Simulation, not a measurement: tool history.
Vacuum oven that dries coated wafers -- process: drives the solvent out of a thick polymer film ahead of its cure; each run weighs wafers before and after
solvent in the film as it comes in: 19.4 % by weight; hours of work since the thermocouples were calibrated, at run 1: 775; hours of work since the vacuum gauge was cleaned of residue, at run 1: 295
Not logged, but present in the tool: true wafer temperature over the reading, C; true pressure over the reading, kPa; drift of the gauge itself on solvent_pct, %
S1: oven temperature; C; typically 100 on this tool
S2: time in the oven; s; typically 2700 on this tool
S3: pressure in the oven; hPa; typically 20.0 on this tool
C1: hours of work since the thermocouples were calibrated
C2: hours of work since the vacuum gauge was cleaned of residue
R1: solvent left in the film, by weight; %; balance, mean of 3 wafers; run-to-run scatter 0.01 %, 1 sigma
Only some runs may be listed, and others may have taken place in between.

run,day,S1,S2,S3,C1,C2,R1
1,0.000,100,2700,20.0,775,295,2.90
# day 0.375: oven's thermocouples calibrated
2,0.692,100,2700,20.0,6,306,2.92
3,1.550,100,2700,20.0,22,322,2.93
4,2.204,92,2700,20.0,35,335,4.89
5,2.846,92,2700,20.0,47,347,4.91
# day 3.838: oven's thermocouples calibrated, once more
6,3.962,92,2700,20.0,2,367,4.76
7,4.971,92,2700,20.0,21,386,4.78
8,5.908,92,2700,20.0,39,404,4.79
9,6.762,92,2700,20.0,55,420,4.76
10,7.496,110,2700,20.0,69,434,1.25
11,8.108,100,2700,20.0,81,445,2.87
12,8.746,100,2700,20.0,93,457,2.85
13,9.775,97,2700,20.0,113,477,3.53
14,10.438,100,2700,20.0,125,489,2.88
15,11.358,100,2700,20.0,143,507,2.87
16,11.871,100,2700,20.0,152,517,2.87
17,12.696,100,2700,20.0,168,532,2.89
18,13.467,100,2700,20.0,183,547,2.89
19,14.129,100,2580,20.0,195,559,3.10
20,15.092,100,2700,30.7,213,578,3.14
21,15.671,100,2700,30.7,224,589,3.13
22,16.654,100,3780,35.3,243,607,1.97
23,17.221,100,3780,35.3,254,618,1.97
24,17.704,100,1920,67.6,263,627,5.50
25,18.646,87,2700,20.0,281,645,6.23
26,19.154,87,2700,20.0,290,655,6.24
27,19.800,88,3180,17.7,303,667,4.99
28,20.629,100,1860,31.5,318,683,5.01
29,21.442,98,4620,51.8,334,698,2.18
30,22.362,100,1800,44.1,351,716,5.43
31,22.938,100,2040,20.0,362,727,4.32
32,23.408,100,2040,20.0,371,735,4.31
33,24.008,114,2760,20.0,382,747,0.81
34,24.612,114,1560,67.6,394,758,3.19
35,25.538,114,1560,67.6,412,776,3.19
36,26.346,114,1560,67.6,427,791,3.18
37,26.971,114,3240,67.6,439,803,1.27
38,27.708,114,3240,67.6,453,817,1.28
39,28.392,98,2700,20.0,466,830,3.38

For some of the steps in R1 from one run to the next: how much would appear even if the tool had no hidden state, given the settings, what came in and random variation, and how much remains for the hidden state plus any gauge scatter that the measured result and the result without hidden state don't share?
Run 5 -> 6: oven's thermocouples calibrated, once more. R1 -0.15 %: hidden state -0.11, all else -0.04.
Run 9 -> 10: S1 92 -> 110. R1 -3.51 %: hidden state -0.03, all else -3.48.
Run 23 -> 24: S2 3780 -> 1920, S3 35.3 -> 67.6. R1 +3.53 %: hidden state +0.04, all else +3.49.
Run 32 -> 33: S1 100 -> 114, S2 2040 -> 2760. R1 -3.50 %: hidden state -0.08, all else -3.42.
Run 38 -> 39: S1 114 -> 98, S2 3240 -> 2700, S3 67.6 -> 20.0. R1 +2.10 %: hidden state +0.09, all else +2.01.
